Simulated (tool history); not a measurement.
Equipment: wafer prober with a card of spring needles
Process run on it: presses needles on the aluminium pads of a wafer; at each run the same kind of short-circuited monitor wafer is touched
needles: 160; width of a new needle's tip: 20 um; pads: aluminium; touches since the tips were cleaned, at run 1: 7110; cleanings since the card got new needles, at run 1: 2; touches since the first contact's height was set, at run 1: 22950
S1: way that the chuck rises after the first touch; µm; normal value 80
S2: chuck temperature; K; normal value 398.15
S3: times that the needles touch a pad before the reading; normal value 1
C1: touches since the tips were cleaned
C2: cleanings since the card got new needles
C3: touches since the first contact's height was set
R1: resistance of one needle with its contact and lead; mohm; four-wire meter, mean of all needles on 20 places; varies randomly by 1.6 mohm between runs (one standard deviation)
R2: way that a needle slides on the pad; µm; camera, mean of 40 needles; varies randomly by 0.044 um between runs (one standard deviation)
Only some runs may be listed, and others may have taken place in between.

| run | hour | S1 | S2 | S3 | C1 | C2 | C3 | R1 | R2 |
|---|---|---|---|---|---|---|---|---|---|
| 1 | 0 | 80 | 398.15 | 1 | 7110 | 2 | 22950 | 243 | 21.82 |
|  | 1.8 | tips cleaned on abrasive film |
| 2 | 17.5 | 80 | 298.15 | 1 | 5680 | 3 | 29259 | 230 | 21.74 |
|  | 23 | tips cleaned on abrasive film |
| 3 | 38 | 80 | 298.15 | 1 | 5446 | 4 | 36655 | 224 | 21.75 |
|  | 44.4 | tips cleaned on abrasive film |
| 4 | 54.5 | 66 | 398.15 | 1 | 3672 | 5 | 42616 | 248 | 17.91 |
|  | 64.5 | tips cleaned on abrasive film |
| 5 | 74.4 | 66 | 398.15 | 2 | 3621 | 6 | 49824 | 214 | 17.96 |
|  | 86.2 | tips cleaned on abrasive film |
| 6 | 92.8 | 66 | 398.15 | 2 | 2404 | 7 | 56463 | 202 | 17.87 |
|  | 107 | tips cleaned on abrasive film |
| 7 | 107.1 | 96 | 398.15 | 1 | 35 | 8 | 61617 | 166 | 26.08 |
| 8 | 125.5 | 96 | 398.15 | 2 | 6710 | 8 | 68292 | 196 | 26.02 |
|  | 127.5 | tips cleaned on abrasive film |
| 9 | 138 | 96 | 398.15 | 2 | 3810 | 9 | 72796 | 187 | 25.95 |
|  | 148 | tips cleaned on abrasive film |
| 10 | 148 | 80 | 312.15 | 1 | 0 | 10 | 76391 | 154 | 21.6 |
| 11 | 159.9 | 80 | 369.15 | 1 | 4329 | 10 | 80720 | 222 | 21.61 |
|  | 168.8 | tips cleaned on abrasive film |
| 12 | 175.4 | 80 | 369.15 | 1 | 2373 | 11 | 86283 | 208 | 21.61 |
|  | 189 | tips cleaned on abrasive film |
| 13 | 195.8 | 80 | 369.15 | 1 | 2477 | 12 | 93681 | 204 | 21.58 |
| 14 | 207.7 | 80 | 369.15 | 1 | 6789 | 12 | 97993 | 242 | 21.59 |
|  | 209.1 | tips cleaned on abrasive film |
|  | 229 | tips cleaned on abrasive film |
| 15 | 229 | 80 | 369.15 | 1 | 0 | 14 | 105645 | 164 | 21.56 |
| 16 | 246.9 | 80 | 369.15 | 1 | 6502 | 14 | 112147 | 237 | 21.63 |
|  | 249.8 | tips cleaned on abrasive film |
| 17 | 264.8 | 80 | 312.15 | 2 | 5457 | 15 | 118612 | 202 | 21.54 |
|  | 269.7 | tips cleaned on abrasive film |
| 18 | 285.2 | 76 | 398.15 | 1 | 5617 | 16 | 125968 | 246 | 20.42 |

Consider 3 possible next runs. They are alternatives, not a sequence: every one starts from the tool as it was left by run 18. What does each give?
|  | 290.5 | tips cleaned on abrasive film |
| A | 300.9 | 90 | 376.15 | 2 | 3779 | 17 | 131627 | ? | ? |
|  | 290.5 | tips cleaned on abrasive film |
| B | 300.9 | 80 | 374.15 | 1 | 3779 | 17 | 131627 | ? | ? |
|  | 290.5 | tips cleaned on abrasive film |
| C | 300.9 | 80 | 398.15 | 2 | 3779 | 17 | 131627 | ? | ? |

| run | R1 | R2 |
|---|---|---|
| A | 187 | 24.35 |
| B | 219 | 21.53 |
| C | 198 | 21.55 |
Without the tool's unlogged condition, the same runs would have read:
| run | R1 | R2 |
|---|---|---|
| A | 157 | 24.63 |
| B | 157 | 21.81 |
| C | 162 | 21.83 |
